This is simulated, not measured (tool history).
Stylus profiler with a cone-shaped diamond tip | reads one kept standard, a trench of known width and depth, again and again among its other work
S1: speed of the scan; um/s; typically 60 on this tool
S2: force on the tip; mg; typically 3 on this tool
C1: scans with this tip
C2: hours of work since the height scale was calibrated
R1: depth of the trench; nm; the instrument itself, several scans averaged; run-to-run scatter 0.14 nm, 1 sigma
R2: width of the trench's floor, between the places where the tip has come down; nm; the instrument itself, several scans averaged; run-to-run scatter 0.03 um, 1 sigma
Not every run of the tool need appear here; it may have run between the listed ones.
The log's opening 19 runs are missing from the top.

run    hour   S1    S2     C1    C2      R1     R2
 20   539.9   60  1.18   7444   805  504.77  15940
 21   571.7   60  1.18   7591   821  504.65  15900
 22   591.6   60     3   7683   831  507.77  16140
 23   623.9   60     3   7831   847  507.54  16090
 24   659.1   37  8.25   7994   864   514.2  16220
 25   696.2   63   4.1   8165   883  509.28  16080
 26   715.6   63   4.1   8254   893  509.51  16060
 27   745.2   19  1.72   8391   907  505.62  16130
 28   766.3  145  5.31   8488   918  510.89  15710
 29   800.3  145  5.31   8645   935  510.91  15730
 30   840.5   32     3   8831   955   507.7  16080
 31   874.8   45  3.54   8989   972  508.91  16020
 32   908.6   19  3.46   9145   989  508.59  16120
 33   943.8   20  2.02   9307  1006  506.66  16080
 34   978.9   46  1.37   9469  1024   505.3  15830
 35  1015.2   23  2.06   9637  1042  506.68  16050
 36  1039.2   69   5.5   9747  1054  511.31  15910
 37  1077.2   69   5.5   9922  1073  511.56  15870
 38  1113.2   69   5.5  10089  1091   511.6  15840
 39  1131.4   32  1.02  10172  1100  504.61  15810
 40  1169.1  143  1.98  10346  1119  506.54  15260
     1203.3  -- new tip fitted, height scale calibrated
 41  1206.5  143  1.98     14     2  505.03  16470
 42  1248.6   80  3.62    209    23   507.3  16970
 43  1284.3   80  3.62    373    40  507.42  16940
 44  1313.3   80  3.62    507    55  507.49  16930

Forecast run 45:
 45  1338.9  108  3.62  625  68   ?   ?

Run 45 gave R1 507.45 nm, R2 16790 nm.
If the tool had no hidden condition, the same run with the same run-to-run variation would have returned R1 507.45 nm, R2 16870 nm.

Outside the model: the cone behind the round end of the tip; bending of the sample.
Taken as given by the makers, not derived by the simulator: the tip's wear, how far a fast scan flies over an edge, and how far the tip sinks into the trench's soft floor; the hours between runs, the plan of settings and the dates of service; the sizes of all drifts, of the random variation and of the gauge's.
